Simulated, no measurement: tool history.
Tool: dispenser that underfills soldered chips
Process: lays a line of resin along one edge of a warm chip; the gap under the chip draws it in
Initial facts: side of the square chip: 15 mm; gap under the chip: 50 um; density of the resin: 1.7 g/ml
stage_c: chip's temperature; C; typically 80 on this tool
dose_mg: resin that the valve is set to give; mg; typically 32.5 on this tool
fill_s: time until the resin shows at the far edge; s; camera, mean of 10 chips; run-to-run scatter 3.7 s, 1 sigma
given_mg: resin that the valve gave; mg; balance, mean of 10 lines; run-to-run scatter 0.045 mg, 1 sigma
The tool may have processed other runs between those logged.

run 1 hour=0.0 | stage_c=80 dose_mg=32.5 | fill_s=555.9 given_mg=32.29
run 2 hour=6.2 | stage_c=80 dose_mg=32.5 | fill_s=741.4 given_mg=32.04
-- hour=8.2 new syringe of resin
run 3 hour=19.1 | stage_c=80 dose_mg=39.9 | fill_s=635.7 given_mg=39.34
-- hour=24.3 new syringe of resin
run 4 hour=30.9 | stage_c=80 dose_mg=31.0 | fill_s=509.2 given_mg=30.41
-- hour=40.4 new syringe of resin
run 5 hour=43.1 | stage_c=80 dose_mg=31.0 | fill_s=427.5 given_mg=30.23
run 6 hour=49.4 | stage_c=80 dose_mg=31.0 | fill_s=585.8 given_mg=30.25
run 7 hour=55.2 | stage_c=80 dose_mg=32.5 | fill_s=778.2 given_mg=31.65

Run 8 comes next. What will it give?
-- hour=56.8 new syringe of resin
-- hour=68.7 dispensing valve cleaned and set on the balance
run 8 hour=69.9 | stage_c=80 dose_mg=34.2 | fill_s=? given_mg=?

Run 8 gave fill_s 674.1 s, given_mg 34.16 mg.
Were there no unlogged condition in the tool, this run, its random variation unchanged, would have produced fill_s 369.7 s, given_mg 34.22 mg.

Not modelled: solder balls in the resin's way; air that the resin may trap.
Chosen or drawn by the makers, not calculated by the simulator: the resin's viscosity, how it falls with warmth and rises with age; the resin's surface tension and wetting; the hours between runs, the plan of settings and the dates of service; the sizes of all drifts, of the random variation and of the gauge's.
